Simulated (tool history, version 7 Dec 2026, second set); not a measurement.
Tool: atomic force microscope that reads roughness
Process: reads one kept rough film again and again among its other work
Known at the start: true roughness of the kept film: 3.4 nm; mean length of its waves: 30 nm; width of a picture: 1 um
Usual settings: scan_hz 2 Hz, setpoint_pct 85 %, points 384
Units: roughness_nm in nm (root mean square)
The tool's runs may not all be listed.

{"run": 1, "hour": 0.0, "scan_hz": 2, "setpoint_pct": 85, "points": 384, "roughness_nm": 2.162}
{"run": 2, "hour": 8.0, "scan_hz": 2, "setpoint_pct": 85, "points": 384, "roughness_nm": 2.176}
{"run": 3, "hour": 14.7, "scan_hz": 2, "setpoint_pct": 85, "points": 384, "roughness_nm": 2.151}
{"run": 4, "hour": 18.7, "scan_hz": 2, "setpoint_pct": 85, "points": 384, "roughness_nm": 2.155}
{"run": 5, "hour": 27.3, "scan_hz": 2, "setpoint_pct": 85, "points": 384, "roughness_nm": 2.143}
{"run": 6, "hour": 35.2, "scan_hz": 2, "setpoint_pct": 85, "points": 384, "roughness_nm": 2.109}
{"run": 7, "hour": 39.2, "scan_hz": 2, "setpoint_pct": 85, "points": 384, "roughness_nm": 2.118}
{"run": 8, "hour": 43.2, "scan_hz": 2, "setpoint_pct": 85, "points": 384, "roughness_nm": 2.105}
{"run": 9, "hour": 47.1, "scan_hz": 2, "setpoint_pct": 62, "points": 384, "roughness_nm": 2.417}
{"run": 10, "hour": 52.8, "scan_hz": 2.31, "setpoint_pct": 85, "points": 384, "roughness_nm": 2.037}
{"run": 11, "hour": 58.2, "scan_hz": 2.31, "setpoint_pct": 85, "points": 384, "roughness_nm": 2.02}
{"run": 12, "hour": 62.1, "scan_hz": 0.67, "setpoint_pct": 85, "points": 384, "roughness_nm": 2.382}
{"run": 13, "hour": 67.2, "scan_hz": 2, "setpoint_pct": 85, "points": 384, "roughness_nm": 2.051}
{"run": 14, "hour": 75.3, "scan_hz": 2, "setpoint_pct": 85, "points": 480, "roughness_nm": 2.059}
{"hour": 77.0, "done": "height scale calibrated on a step standard"}
{"run": 15, "hour": 85.4, "scan_hz": 3.27, "setpoint_pct": 85, "points": 274, "roughness_nm": 1.811}
{"hour": 92.2, "done": "height scale calibrated on a step standard, once more"}
{"run": 16, "hour": 93.5, "scan_hz": 3.24, "setpoint_pct": 85, "points": 797, "roughness_nm": 1.841}
{"run": 17, "hour": 101.3, "scan_hz": 0.74, "setpoint_pct": 85, "points": 766, "roughness_nm": 2.312}
{"run": 18, "hour": 107.0, "scan_hz": 2.71, "setpoint_pct": 85, "points": 1015, "roughness_nm": 1.92}
{"run": 19, "hour": 114.7, "scan_hz": 1.32, "setpoint_pct": 85, "points": 347, "roughness_nm": 2.157}
{"run": 20, "hour": 120.2, "scan_hz": 1.32, "setpoint_pct": 85, "points": 635, "roughness_nm": 2.143}
{"hour": 121.1, "done": "new tip fitted"}
{"run": 21, "hour": 128.7, "scan_hz": 2.84, "setpoint_pct": 89, "points": 1019, "roughness_nm": 2.213}
{"run": 22, "hour": 134.8, "scan_hz": 2, "setpoint_pct": 85, "points": 399, "roughness_nm": 2.468}
{"run": 23, "hour": 138.6, "scan_hz": 2, "setpoint_pct": 85, "points": 399, "roughness_nm": 2.448}
{"run": 24, "hour": 145.8, "scan_hz": 1.97, "setpoint_pct": 74, "points": 384, "roughness_nm": 2.646}
{"run": 25, "hour": 151.1, "scan_hz": 1.97, "setpoint_pct": 74, "points": 384, "roughness_nm": 2.648}
{"run": 26, "hour": 158.6, "scan_hz": 2.44, "setpoint_pct": 59, "points": 286, "roughness_nm": 2.752}
{"run": 27, "hour": 164.9, "scan_hz": 2.44, "setpoint_pct": 59, "points": 286, "roughness_nm": 2.735}

Forecast each of these 4 alternatives for the next run:
{"run": "A", "hour": 171.2, "scan_hz": 2.27, "setpoint_pct": 84, "points": 286, "roughness_nm": "?"}
{"run": "B", "hour": 171.2, "scan_hz": 2.65, "setpoint_pct": 56, "points": 384, "roughness_nm": "?"}
{"run": "C", "hour": 171.2, "scan_hz": 2, "setpoint_pct": 64, "points": 384, "roughness_nm": "?"}
{"run": "D", "hour": 171.2, "scan_hz": 3.36, "setpoint_pct": 79, "points": 503, "roughness_nm": "?"}

run=A roughness_nm=2.351
run=B roughness_nm=2.762
run=C roughness_nm=2.726
run=D roughness_nm=2.289
Without the tool's hidden state the same runs would have given:
run=A roughness_nm=2.463
run=B roughness_nm=2.893
run=C roughness_nm=2.855
run=D roughness_nm=2.398

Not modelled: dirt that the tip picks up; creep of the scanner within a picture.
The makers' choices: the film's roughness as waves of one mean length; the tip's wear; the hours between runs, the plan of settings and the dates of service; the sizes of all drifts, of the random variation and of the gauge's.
